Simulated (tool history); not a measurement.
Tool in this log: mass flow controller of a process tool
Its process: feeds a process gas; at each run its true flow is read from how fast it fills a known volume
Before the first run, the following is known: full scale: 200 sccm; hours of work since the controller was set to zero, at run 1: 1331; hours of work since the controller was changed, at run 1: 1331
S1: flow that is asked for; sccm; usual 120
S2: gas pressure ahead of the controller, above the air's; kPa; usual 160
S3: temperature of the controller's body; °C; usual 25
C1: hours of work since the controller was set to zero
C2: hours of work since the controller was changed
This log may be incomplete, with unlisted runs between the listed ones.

Run 1, hour 0: usual settings; C1 1331; C2 1331. Result: true flow (%) 98.55.
Run 2, hour 46.5: usual settings; C1 1356; C2 1356. Result: true flow (%) 98.7.
Run 3, hour 110.1: usual settings but S2 175 kPa; C1 1391; C2 1391. Result: true flow (%) 98.87.
Run 4, hour 179.9: usual settings but S2 175 kPa, S3 23 °C; C1 1429; C2 1429. Result: true flow (%) 98.8.
Run 5, hour 232.5: usual settings but S2 175 kPa, S3 23 °C; C1 1458; C2 1458. Result: true flow (%) 98.65.
Run 6, hour 264.3: usual settings but S1 106 sccm, S2 175 kPa, S3 23 °C; C1 1475; C2 1475. Result: true flow (%) 98.52.
Run 7, hour 314: usual settings; C1 1502; C2 1502. Result: true flow (%) 98.74.
Run 8, hour 352.7: usual settings but S3 30 °C; C1 1523; C2 1523. Result: true flow (%) 99.17.
Run 9, hour 402.8: usual settings but S3 30 °C; C1 1551; C2 1551. Result: true flow (%) 99.04.
Run 10, hour 472.9: usual settings but S3 22 °C; C1 1589; C2 1589. Result: true flow (%) 98.74.
Run 11, hour 531.4: usual settings but S1 161 sccm, S2 196 kPa, S3 39 °C; C1 1621; C2 1621. Result: true flow (%) 100.31.
Run 12, hour 564.6: usual settings but S1 161 sccm, S2 263 kPa, S3 24 °C; C1 1639; C2 1639. Result: true flow (%) 99.96.
Run 13, hour 625.3: usual settings but S1 161 sccm, S2 263 kPa, S3 24 °C; C1 1672; C2 1672. Result: true flow (%) 99.89.

Run 14 is up next; what results do you expect?
Run 14, hour 662.4: usual settings but S2 179 kPa, S3 22 °C; C1 1692; C2 1692. Result: true flow (%) ?.

true flow (%): 98.89
Had the tool carried no hidden state, the very same run would have given true flow (%) 98.58.
